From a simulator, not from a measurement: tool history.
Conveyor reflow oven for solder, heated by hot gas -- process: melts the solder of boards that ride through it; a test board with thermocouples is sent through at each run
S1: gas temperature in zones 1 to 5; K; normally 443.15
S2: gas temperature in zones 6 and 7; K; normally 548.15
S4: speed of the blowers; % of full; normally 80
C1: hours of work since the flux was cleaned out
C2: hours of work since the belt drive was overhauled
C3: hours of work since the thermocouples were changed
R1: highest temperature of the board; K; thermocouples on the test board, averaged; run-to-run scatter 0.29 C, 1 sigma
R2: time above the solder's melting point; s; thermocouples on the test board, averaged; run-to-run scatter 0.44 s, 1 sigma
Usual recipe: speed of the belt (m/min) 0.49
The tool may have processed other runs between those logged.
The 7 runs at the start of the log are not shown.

run 8 hour=229.1 | S1=443.15 S2=548.15 speed_of_the_belt_(m/min)=0.447 S4=80 | C1=304 C2=253 C3=147 | R1=542.05 R2=95.4
run 9 hour=265 | S1=443.15 S2=548.15 speed_of_the_belt_(m/min)=0.49 S4=80 | C1=321 C2=269 C3=163 | R1=540.15 R2=85.7
run 10 hour=302.1 | S1=443.15 S2=548.15 speed_of_the_belt_(m/min)=0.49 S4=80 | C1=338 C2=286 C3=180 | R1=540.85 R2=87.3
run 11 hour=323.6 | S1=443.15 S2=548.15 speed_of_the_belt_(m/min)=0.49 S4=80 | C1=348 C2=296 C3=190 | R1=540.45 R2=85.4
-- hour=331.8 flux residue cleaned out of gas plates and filters
run 12 hour=362.1 | S1=443.15 S2=548.15 speed_of_the_belt_(m/min)=0.49 S4=80 | C1=14 C2=311 C3=205 | R1=539.35 R2=85.3
run 13 hour=381.2 | S1=443.15 S2=548.15 speed_of_the_belt_(m/min)=0.49 S4=80 | C1=23 C2=320 C3=214 | R1=539.65 R2=84.7
run 14 hour=403.7 | S1=443.15 S2=548.15 speed_of_the_belt_(m/min)=0.49 S4=80 | C1=33 C2=330 C3=224 | R1=539.85 R2=85.7
run 15 hour=444.2 | S1=443.15 S2=548.15 speed_of_the_belt_(m/min)=0.49 S4=80 | C1=51 C2=349 C3=242 | R1=540.05 R2=85.1
run 16 hour=474.4 | S1=443.15 S2=548.15 speed_of_the_belt_(m/min)=0.49 S4=80 | C1=65 C2=363 C3=256 | R1=539.75 R2=85.1
-- hour=510.4 flux residue cleaned out of gas plates and filters, once more
run 17 hour=518.2 | S1=443.15 S2=548.15 speed_of_the_belt_(m/min)=0.49 S4=80 | C1=4 C2=380 C3=274 | R1=541.45 R2=86.5
run 18 hour=557.1 | S1=443.15 S2=557.15 speed_of_the_belt_(m/min)=0.49 S4=80 | C1=21 C2=398 C3=292 | R1=550.65 R2=90.3
run 19 hour=593.6 | S1=433.15 S2=543.15 speed_of_the_belt_(m/min)=0.49 S4=80 | C1=38 C2=415 C3=308 | R1=536.15 R2=81.1

Estimate the outcome of run 20 from the log above:
run 20 hour=623 | S1=433.15 S2=543.15 speed_of_the_belt_(m/min)=0.49 S4=80 | C1=51 C2=428 C3=322 | R1=? R2=?

{"run 20": {"R1": 536.35, "R2": 80.2}}
Were there no unlogged condition in the tool, this run, its random variation unchanged, would have produced R1 535.45 K, R2 79.1 s.
